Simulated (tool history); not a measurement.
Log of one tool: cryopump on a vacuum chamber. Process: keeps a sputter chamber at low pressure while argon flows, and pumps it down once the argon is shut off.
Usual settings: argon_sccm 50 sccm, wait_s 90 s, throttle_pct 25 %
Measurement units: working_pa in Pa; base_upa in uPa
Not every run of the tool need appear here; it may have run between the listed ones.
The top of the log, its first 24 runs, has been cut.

| run | hour | argon_sccm | wait_s | throttle_pct | working_pa | base_upa |
|---|---|---|---|---|---|---|
| 25 | 348.6 | 35 | 209 | 40 | 0.1208 | 0.79 |
| 26 | 368.2 | 36 | 115 | 20 | 0.2365 | 0.92 |
| 27 | 382.6 | 40 | 201 | 33 | 0.1638 | 0.82 |
| 28 | 396.1 | 40 | 201 | 29 | 0.1857 | 0.85 |
| 29 | 414.3 | 40 | 201 | 29 | 0.1873 | 0.87 |
| 30 | 430.2 | 54 | 195 | 29 | 0.253 | 0.93 |
| 31 | 451.5 | 22 | 27 | 51 | 0.0619 | 1.85 |
| 32 | 464.6 | 22 | 27 | 51 | 0.064 | 1.85 |
| 33 | 485.7 | 48 | 297 | 44 | 0.1574 | 0.86 |
| 34 | 502.3 | 88 | 297 | 54 | 0.2388 | 0.87 |
| 35 | 522.6 | 88 | 297 | 54 | 0.2398 | 0.92 |

Predict each of these 3 candidate next runs independently; none follows another, all start after run 35:
| A | 532.5 | 46 | 268 | 25 | ? | ? |
| B | 532.5 | 50 | 30 | 25 | ? | ? |
| C | 532.5 | 57 | 297 | 28 | ? | ? |

| run | working_pa | base_upa |
|---|---|---|
| A | 0.2501 | 0.88 |
| B | 0.2714 | 1.81 |
| C | 0.2791 | 0.87 |
With the hidden condition removed and each run's random variation left untouched, the same runs would have given:
| run | working_pa | base_upa |
|---|---|---|
| A | 0.2306 | 0.32 |
| B | 0.2502 | 1.26 |
| C | 0.2549 | 0.32 |

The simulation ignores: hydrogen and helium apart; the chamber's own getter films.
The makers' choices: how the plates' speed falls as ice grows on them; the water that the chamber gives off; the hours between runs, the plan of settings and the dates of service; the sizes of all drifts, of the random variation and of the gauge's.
